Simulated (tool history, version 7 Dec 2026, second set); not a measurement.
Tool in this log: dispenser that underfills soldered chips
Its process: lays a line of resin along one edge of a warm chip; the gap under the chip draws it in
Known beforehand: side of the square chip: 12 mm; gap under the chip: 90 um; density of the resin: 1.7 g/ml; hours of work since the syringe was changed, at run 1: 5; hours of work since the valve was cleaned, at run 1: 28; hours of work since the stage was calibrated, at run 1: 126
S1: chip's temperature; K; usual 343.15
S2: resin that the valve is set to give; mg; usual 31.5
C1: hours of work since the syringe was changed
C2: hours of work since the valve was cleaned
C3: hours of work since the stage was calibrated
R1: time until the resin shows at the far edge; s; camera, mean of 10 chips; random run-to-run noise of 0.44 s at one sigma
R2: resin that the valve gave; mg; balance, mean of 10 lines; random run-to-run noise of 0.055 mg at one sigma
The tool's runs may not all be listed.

run  hour      S1    S2  C1  C2   C3    R1     R2
  1     0  343.15  31.5   5  28  126  45.5  31.36
      3.7  -- new syringe of resin
  2   4.7  343.15  31.5   1  31  129  33.4  31.23
  3   9.6  343.15  31.5   4  35  133  43.5  31.19
  4  12.1  343.15  33.7   6  37  135  49.3  33.24
     13.4  -- new syringe of resin
  5  15.1  343.15  33.7   1  39  136  34.7  33.36
  6  17.4  343.15  33.7   3  40  138  38.8   33.3
  7  21.9  343.15  33.7   6  44  141  49.6  33.24
       23  -- new syringe of resin
  8  25.8  334.15    29   2  46  144    53  28.54
  9  28.1  332.15  39.4   4  48  146  60.5  38.86
     32.7  -- new syringe of resin
 10  33.5  346.15  36.8   1  52  149  29.3  36.13
 11  37.6  353.15  31.5   4  55  152  29.4  30.92

Here are 4 independent what-if runs from the current tool condition. What would each one return?
  A  40.8  353.15  29.1   6  57  155   ?   ?
  B  40.8  333.15  34.3   6  57  155   ?   ?
  C  40.8  350.15  31.5   6  57  155   ?   ?
  D  40.8  336.15  34.5   6  57  155   ?   ?

run    R1     R2
  A  35.6  28.51
  B  69.5  33.64
  C    39  31.09
  D  62.7  33.92
Take away the tool's hidden state, keep each run's random variation, and the runs would have read:
run    R1     R2
  A  23.4  29.02
  B  46.1  34.24
  C  25.7  31.65
  D  41.5  34.53
